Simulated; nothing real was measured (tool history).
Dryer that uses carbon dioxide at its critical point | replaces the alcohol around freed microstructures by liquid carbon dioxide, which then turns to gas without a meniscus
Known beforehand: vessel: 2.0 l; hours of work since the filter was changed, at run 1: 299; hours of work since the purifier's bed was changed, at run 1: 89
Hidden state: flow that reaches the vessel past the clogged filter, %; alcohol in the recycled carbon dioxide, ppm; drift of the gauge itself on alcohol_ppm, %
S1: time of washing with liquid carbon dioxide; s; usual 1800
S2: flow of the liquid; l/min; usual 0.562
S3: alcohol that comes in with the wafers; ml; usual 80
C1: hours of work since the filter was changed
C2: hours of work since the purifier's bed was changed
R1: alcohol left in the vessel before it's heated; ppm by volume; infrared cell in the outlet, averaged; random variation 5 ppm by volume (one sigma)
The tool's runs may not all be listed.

run	hour	S1	S2	S3	C1	C2	R1
1	0	1800	0.562	80	299	89	42
2	11.4	1800	0.562	80	304	93	57
3	19.6	1200	0.562	80	307	96	438
4	30.3	1200	0.562	80	312	101	435
5	42.4	1200	0.562	80	316	106	434
6	48	1200	0.562	80	319	108	450
7	58.2	1380	0.562	80	323	112	223
8	71	1800	0.562	70	328	117	48
9	84.1	1680	0.687	67	333	122	35
10	91.6	1380	0.704	80	336	125	69

Results per run with the tool's hidden condition removed, run-to-run variation unchanged:
run	R1
1	14
2	28
3	282
4	278
5	275
6	286
7	126
8	17
9	17
10	31

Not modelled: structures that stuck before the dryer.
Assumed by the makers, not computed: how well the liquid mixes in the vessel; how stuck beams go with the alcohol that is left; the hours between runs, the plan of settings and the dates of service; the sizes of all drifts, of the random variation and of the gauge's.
